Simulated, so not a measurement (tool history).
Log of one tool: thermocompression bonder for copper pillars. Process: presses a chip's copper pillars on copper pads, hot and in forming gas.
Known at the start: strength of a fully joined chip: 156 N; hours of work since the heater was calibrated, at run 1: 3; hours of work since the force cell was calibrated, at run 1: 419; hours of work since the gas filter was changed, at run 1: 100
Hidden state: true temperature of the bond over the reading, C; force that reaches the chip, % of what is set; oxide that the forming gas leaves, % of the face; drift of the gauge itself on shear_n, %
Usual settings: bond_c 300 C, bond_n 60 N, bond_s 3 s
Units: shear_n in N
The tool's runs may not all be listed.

| run | hour | bond_c | bond_n | bond_s | hours of work since the heater was calibrated | hours of work since the force cell was calibrated | hours of work since the gas filter was changed | shear_n |
|---|---|---|---|---|---|---|---|---|
| 1 | 0.0 | 300 | 60 | 3 | 3 | 419 | 100 | 109.9 |
| 2 | 38.0 | 300 | 60 | 3 | 24 | 440 | 122 | 106.2 |
| 3 | 78.1 | 300 | 60 | 3 | 46 | 462 | 144 | 106.0 |
| 4 | 118.0 | 300 | 60 | 3 | 69 | 485 | 166 | 106.8 |
| 5 | 152.4 | 300 | 60 | 3 | 88 | 504 | 186 | 105.1 |
| 6 | 174.7 | 300 | 60 | 3 | 101 | 516 | 198 | 104.4 |
| 7 | 209.4 | 300 | 60 | 3 | 120 | 536 | 218 | 103.4 |
| 8 | 236.9 | 300 | 60 | 3 | 135 | 551 | 233 | 107.3 |
| 9 | 274.0 | 300 | 60 | 6 | 156 | 572 | 254 | 122.5 |
| 10 | 314.0 | 300 | 87 | 3 | 178 | 594 | 276 | 117.6 |
| 11 | 344.7 | 300 | 87 | 3 | 196 | 612 | 293 | 118.7 |
| 12 | 362.9 | 300 | 87 | 3 | 206 | 622 | 304 | 116.8 |
| 13 | 393.9 | 300 | 87 | 3 | 223 | 639 | 321 | 117.8 |
| 14 | 419.0 | 300 | 87 | 5 | 237 | 653 | 335 | 131.0 |
|  | 422.2 | force cell calibrated |
| 15 | 443.4 | 300 | 87 | 5 | 250 | 12 | 348 | 127.3 |
| 16 | 473.7 | 300 | 87 | 5 | 267 | 29 | 365 | 125.2 |
| 17 | 508.6 | 300 | 87 | 5 | 287 | 48 | 384 | 127.7 |
|  | 531.8 | force cell calibrated, once more |
| 18 | 549.3 | 300 | 87 | 5 | 308 | 10 | 406 | 129.8 |
| 19 | 573.3 | 300 | 87 | 5 | 322 | 23 | 420 | 124.6 |
| 20 | 602.8 | 300 | 60 | 5 | 338 | 40 | 436 | 115.8 |
| 21 | 622.6 | 300 | 60 | 5 | 350 | 51 | 447 | 112.1 |
|  | 653.6 | forming gas filter changed |
| 22 | 662.4 | 300 | 59 | 3 | 372 | 73 | 5 | 104.6 |
| 23 | 687.0 | 300 | 59 | 3 | 385 | 87 | 19 | 103.0 |
| 24 | 705.4 | 300 | 68 | 3 | 396 | 97 | 29 | 109.6 |
| 25 | 738.9 | 300 | 68 | 3 | 414 | 116 | 48 | 109.8 |
| 26 | 755.2 | 272 | 89 | 4 | 423 | 125 | 57 | 108.0 |
| 27 | 774.3 | 314 | 41 | 7 | 434 | 135 | 68 | 120.8 |
| 28 | 794.9 | 291 | 60 | 3 | 446 | 147 | 79 | 95.6 |
| 29 | 819.0 | 291 | 46 | 6 | 459 | 160 | 93 | 103.1 |
| 30 | 844.2 | 291 | 46 | 6 | 473 | 175 | 107 | 102.4 |
| 31 | 866.5 | 323 | 60 | 2 | 486 | 187 | 119 | 106.2 |
| 32 | 887.2 | 323 | 60 | 2 | 497 | 199 | 131 | 107.1 |
| 33 | 904.4 | 330 | 60 | 5 | 507 | 208 | 140 | 133.2 |
| 34 | 931.1 | 278 | 50 | 5 | 522 | 223 | 155 | 88.4 |
| 35 | 958.2 | 278 | 50 | 5 | 537 | 238 | 171 | 89.2 |
| 36 | 989.4 | 278 | 50 | 5 | 555 | 256 | 188 | 89.1 |
| 37 | 1022.8 | 273 | 48 | 7 | 573 | 275 | 207 | 92.9 |
| 38 | 1044.0 | 328 | 83 | 3 | 585 | 286 | 219 | 131.7 |
| 39 | 1079.4 | 308 | 60 | 3 | 605 | 306 | 238 | 104.1 |

Hidden state or all else? Some run-to-run changes of shear_n, split into what the settings, what came in and random variation would give without the hidden state, and what is left for the hidden state (with any gauge scatter that isn't in both results):
Run 21 -> 22: bond_n 60 -> 59, bond_s 5 -> 3, forming gas filter changed. shear_n -7.5 N: hidden state +3.3, all else -10.8.
Run 33 -> 34: bond_c 330 -> 278, bond_n 60 -> 50. shear_n -44.8 N: hidden state -3.7, all else -41.1.
Run 37 -> 38: bond_c 273 -> 328, bond_n 48 -> 83, bond_s 7 -> 3. shear_n +38.8 N: hidden state +3.5, all else +35.3.
Run 38 -> 39: bond_c 328 -> 308, bond_n 83 -> 60. shear_n -27.6 N: hidden state -2.9, all else -24.7.

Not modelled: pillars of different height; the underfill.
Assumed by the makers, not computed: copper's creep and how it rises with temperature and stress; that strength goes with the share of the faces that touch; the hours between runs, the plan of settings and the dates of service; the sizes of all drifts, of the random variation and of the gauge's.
